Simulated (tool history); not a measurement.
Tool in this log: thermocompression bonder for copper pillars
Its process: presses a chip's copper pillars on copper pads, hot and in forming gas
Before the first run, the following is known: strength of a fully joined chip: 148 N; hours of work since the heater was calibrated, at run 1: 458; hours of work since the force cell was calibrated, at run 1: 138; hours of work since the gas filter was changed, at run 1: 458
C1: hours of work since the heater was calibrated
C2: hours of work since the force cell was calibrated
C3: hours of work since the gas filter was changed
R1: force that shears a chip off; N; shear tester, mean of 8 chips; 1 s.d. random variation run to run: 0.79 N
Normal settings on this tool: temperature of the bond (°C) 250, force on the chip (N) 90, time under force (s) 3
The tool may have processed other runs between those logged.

Run 1, hour 0.0: usual settings; C1 458; C2 138; C3 458. Result: R1 52.7 N.
Run 2, hour 13.6: usual settings; C1 468; C2 148; C3 468. Result: R1 53.4 N.
At hour 37.6: forming gas filter changed.
Run 3, hour 37.6: usual settings but time under force (s) 2; C1 486; C2 165; C3 0. Result: R1 49.7 N.
Run 4, hour 68.6: usual settings but time under force (s) 2; C1 509; C2 189; C3 23. Result: R1 49.7 N.
Run 5, hour 87.1: usual settings but time under force (s) 2; C1 523; C2 202; C3 37. Result: R1 49.3 N.
Run 6, hour 118.5: usual settings; C1 546; C2 226; C3 60. Result: R1 57.4 N.
Run 7, hour 146.0: usual settings; C1 567; C2 246; C3 81. Result: R1 56.9 N.
Run 8, hour 167.8: usual settings; C1 583; C2 263; C3 97. Result: R1 56.6 N.
Run 9, hour 190.0: usual settings; C1 599; C2 279; C3 114. Result: R1 55.1 N.
Run 10, hour 219.6: usual settings; C1 622; C2 301; C3 136. Result: R1 55.3 N.
Run 11, hour 245.9: usual settings; C1 641; C2 321; C3 156. Result: R1 55.9 N.
Run 12, hour 265.4: usual settings but temperature of the bond (°C) 231, force on the chip (N) 57; C1 656; C2 336; C3 170. Result: R1 22.9 N.
Run 13, hour 283.8: usual settings but temperature of the bond (°C) 227, force on the chip (N) 121; C1 669; C2 349; C3 184. Result: R1 47.1 N.
Run 14, hour 314.3: usual settings but temperature of the bond (°C) 256, force on the chip (N) 123; C1 692; C2 372; C3 207. Result: R1 76.5 N.
Run 15, hour 341.5: usual settings but temperature of the bond (°C) 230, force on the chip (N) 123, time under force (s) 5; C1 713; C2 392; C3 227. Result: R1 59.7 N.
Run 16, hour 359.3: usual settings but temperature of the bond (°C) 230, force on the chip (N) 123, time under force (s) 5; C1 726; C2 406; C3 240. Result: R1 59.2 N.
Run 17, hour 375.9: usual settings but temperature of the bond (°C) 231, force on the chip (N) 94, time under force (s) 2; C1 738; C2 418; C3 253. Result: R1 32.8 N.
Run 18, hour 401.2: usual settings but temperature of the bond (°C) 231, force on the chip (N) 94, time under force (s) 2; C1 757; C2 437; C3 272. Result: R1 31.3 N.

Predict each of these 4 candidate next runs independently; none follows another, all start after run 18:
Run A, hour 422.6: usual settings but temperature of the bond (°C) 231, force on the chip (N) 123, time under force (s) 2; C1 773; C2 453; C3 288. Result: R1 ?.
Run B, hour 422.6: usual settings but temperature of the bond (°C) 251, force on the chip (N) 70, time under force (s) 9; C1 773; C2 453; C3 288. Result: R1 ?.
Run C, hour 422.6: usual settings but temperature of the bond (°C) 248, force on the chip (N) 77, time under force (s) 2; C1 773; C2 453; C3 288. Result: R1 ?.
Run D, hour 422.6: usual settings but temperature of the bond (°C) 231, force on the chip (N) 94, time under force (s) 2; C1 773; C2 453; C3 288. Result: R1 ?.

run    R1
  A  41.8
  B  62.1
  C  36.4
  D  31.1
Take away the tool's hidden state, keep each run's random variation, and the runs would have read:
run    R1
  A  50.1
  B  73.0
  C  43.6
  D  37.6
